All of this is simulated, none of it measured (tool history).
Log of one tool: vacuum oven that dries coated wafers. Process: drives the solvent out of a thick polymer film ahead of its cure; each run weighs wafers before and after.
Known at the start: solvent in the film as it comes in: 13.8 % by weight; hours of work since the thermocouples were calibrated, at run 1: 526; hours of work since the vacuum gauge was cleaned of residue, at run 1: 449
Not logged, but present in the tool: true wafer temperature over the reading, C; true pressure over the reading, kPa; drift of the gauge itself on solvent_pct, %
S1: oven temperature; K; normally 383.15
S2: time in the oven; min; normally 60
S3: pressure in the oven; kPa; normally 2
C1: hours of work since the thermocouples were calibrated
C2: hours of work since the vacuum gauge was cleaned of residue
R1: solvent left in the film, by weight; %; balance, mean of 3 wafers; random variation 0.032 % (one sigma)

Run 1, hour 0: usual settings; C1 526; C2 449. Result: R1 1.64 %.
Run 2, hour 68.4: usual settings; C1 566; C2 489. Result: R1 1.65 %.
Run 3, hour 122.5: usual settings; C1 597; C2 521. Result: R1 1.63 %.
Run 4, hour 189.9: usual settings but S2 93 min; C1 637; C2 560. Result: R1 1.15 %.
At hour 195.4: vacuum gauge cleaned of residue and calibrated.
At hour 259.3: oven's thermocouples calibrated.
Run 5, hour 289.6: usual settings but S3 2.58 kPa; C1 18; C2 54. Result: R1 1.78 %.
Run 6, hour 377.9: usual settings but S3 2.58 kPa; C1 69; C2 105. Result: R1 1.78 %.
Run 7, hour 419.5: usual settings but S3 2.58 kPa; C1 94; C2 130. Result: R1 1.89 %.
At hour 486.7: vacuum gauge cleaned of residue and calibrated, once more.
Run 8, hour 513.6: usual settings but S1 384.15 K, S2 35 min; C1 148; C2 16. Result: R1 2.83 %.

What does the tool deliver on the next run?
Run 9, hour 567: usual settings but S1 384.15 K, S2 35 min; C1 179; C2 47. Result: R1 ?.

{"run 9": {"R1": 2.79}}
With the hidden condition absent and the run-to-run variation left alone, this run would have shown R1 2.78 %.
